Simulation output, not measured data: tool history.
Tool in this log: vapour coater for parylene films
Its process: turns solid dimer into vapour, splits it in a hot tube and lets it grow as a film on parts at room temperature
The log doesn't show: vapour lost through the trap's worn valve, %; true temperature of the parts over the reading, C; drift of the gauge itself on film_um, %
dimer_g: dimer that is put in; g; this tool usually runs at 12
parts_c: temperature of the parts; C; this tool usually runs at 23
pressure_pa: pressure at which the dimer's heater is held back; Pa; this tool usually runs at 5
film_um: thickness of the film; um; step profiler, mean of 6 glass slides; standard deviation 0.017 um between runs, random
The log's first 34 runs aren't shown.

run    hour  dimer_g  parts_c  pressure_pa  hours of work since the trap's valve was overhauled  hours of work since the table's thermometer was calibrated  film_um
 35    1084       10       17         6.25                                                  440                                                         213     2.09
 36    1120       22       17        11.89                                                  467                                                         240     4.27
 37  1152.6        6       33         3.65                                                  492                                                         265     0.83
 38  1190.3       17       17         4.44                                                  521                                                         293     3.54
 39  1208.4        7       17         4.44                                                  534                                                         307     1.44
 40  1228.9        7       24            5                                                  550                                                         323     1.18
 41  1256.8       14       17         9.34                                                  571                                                         344     2.73
     1291.9  -- trap's valve overhauled
 42  1295.6       13       20         2.63                                                    3                                                         371     2.91
 43  1327.6       14       33         8.61                                                   27                                                         395     1.94
 44  1365.9        9       33         7.04                                                   56                                                         424     1.27
 45  1393.7        6       23         2.66                                                   77                                                         445     1.23
 46  1431.4        6       23         2.66                                                  106                                                         474     1.22

3 ways to go on from here, each from the tool as it stands after run 46. What would each give?
  A  1469        6       32         5.63                                                  135                                                         502        ?
  B  1469        6       16         2.66                                                  135                                                         502        ?
  C  1469       16       15        11.25                                                  135                                                         502        ?

run  film_um
  A     0.88
  B     1.45
  C     3.51
Without the tool's unlogged condition, the same runs would have read:
run  film_um
  A      0.9
  B     1.48
  C     3.58
